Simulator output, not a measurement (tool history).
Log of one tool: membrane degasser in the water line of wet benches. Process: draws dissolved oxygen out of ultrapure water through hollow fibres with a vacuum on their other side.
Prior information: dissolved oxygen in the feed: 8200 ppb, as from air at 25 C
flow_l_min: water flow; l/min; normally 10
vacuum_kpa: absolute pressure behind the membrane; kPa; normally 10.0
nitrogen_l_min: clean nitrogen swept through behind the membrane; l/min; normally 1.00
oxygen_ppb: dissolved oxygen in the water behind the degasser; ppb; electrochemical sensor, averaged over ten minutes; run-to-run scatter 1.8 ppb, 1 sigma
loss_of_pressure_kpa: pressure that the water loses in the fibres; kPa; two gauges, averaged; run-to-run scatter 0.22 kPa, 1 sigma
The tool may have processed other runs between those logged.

run	hour	flow_l_min	vacuum_kpa	nitrogen_l_min	oxygen_ppb	loss_of_pressure_kpa
1	0.0	10	10.0	1.00	182.6	52.85
2	48.6	10	10.0	1.00	185.0	53.09
3	88.0	10	8.5	1.00	151.4	53.20
4	158.6	10	10.0	0.49	330.3	53.08
5	252.1	10	10.0	0.49	338.1	53.17
6	295.1	10	10.0	0.49	337.9	53.19
7	354.8	10	10.0	1.60	126.2	53.46
8	439.6	10	10.0	1.60	129.8	53.24
9	494.8	8	21.4	1.60	228.3	42.34

The next listed run, before its measurement:
10	584.2	8	21.4	1.60	?	?

oxygen_ppb: 230.0 ppb
loss_of_pressure_kpa: 42.79 kPa
Without the tool's hidden state the same run would have given oxygen_ppb 223.1 ppb, loss_of_pressure_kpa 41.65 kPa.

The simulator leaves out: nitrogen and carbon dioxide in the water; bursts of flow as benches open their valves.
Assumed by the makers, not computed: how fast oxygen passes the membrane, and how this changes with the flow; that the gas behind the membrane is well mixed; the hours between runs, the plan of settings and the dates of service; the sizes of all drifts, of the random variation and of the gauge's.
